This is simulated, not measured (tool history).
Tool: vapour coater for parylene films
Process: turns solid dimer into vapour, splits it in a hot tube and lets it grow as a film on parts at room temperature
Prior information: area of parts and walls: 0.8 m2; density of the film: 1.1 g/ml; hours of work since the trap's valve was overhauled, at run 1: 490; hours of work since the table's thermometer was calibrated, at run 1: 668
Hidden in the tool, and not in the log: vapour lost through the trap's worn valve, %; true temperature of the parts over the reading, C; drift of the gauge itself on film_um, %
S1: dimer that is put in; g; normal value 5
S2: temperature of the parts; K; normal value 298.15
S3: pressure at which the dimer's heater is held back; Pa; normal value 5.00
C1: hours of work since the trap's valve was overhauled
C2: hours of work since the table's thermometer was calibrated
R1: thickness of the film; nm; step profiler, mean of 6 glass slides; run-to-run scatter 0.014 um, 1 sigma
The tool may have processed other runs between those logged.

run,day,S1,S2,S3,C1,C2,R1
1,0.000,5,298.15,5.00,490,668,3250
2,0.967,5,298.15,6.18,501,679,3130
# day 2.592: trap's valve overhauled
3,2.754,5,298.15,6.18,2,697,3170
4,4.421,5,298.15,11.72,20,715,2790
5,5.967,5,298.15,11.72,38,732,2790
6,6.983,5,298.15,5.00,49,744,3260
7,7.817,5,298.15,5.00,58,753,3260
8,8.617,5,298.15,5.00,67,762,3270
9,9.796,5,298.15,5.00,80,775,3270
10,11.392,5,298.15,5.00,98,793,3300
11,12.625,5,306.15,5.00,112,807,2850
12,14.067,5,295.15,5.00,128,823,3450
13,15.671,4,307.15,3.59,146,841,2380
14,16.796,2,298.15,11.82,158,853,1110
15,18.262,3,291.15,5.34,175,870,2200
16,19.721,3,298.15,7.76,191,886,1800
17,21.512,4,293.15,10.30,211,906,2490
18,22.500,2,290.15,4.34,222,917,1560
19,24.004,5,307.15,4.34,239,934,2890
20,25.271,2,307.15,6.69,253,948,1070
21,26.454,2,307.15,6.69,266,961,1070
22,28.096,2,307.15,6.69,285,979,1070

3 options for the next run, each taken on its own from the tool as it stands now. Forecast them:
A,28.958,2,293.15,6.69,294,989,?
B,28.958,3,298.15,2.76,294,989,?
C,28.958,5,303.15,10.70,294,989,?

run,R1
A,1360
B,2220
C,2630
With no hidden state in the tool, these same runs would have given:
run,R1
A,1340
B,2190
C,2600
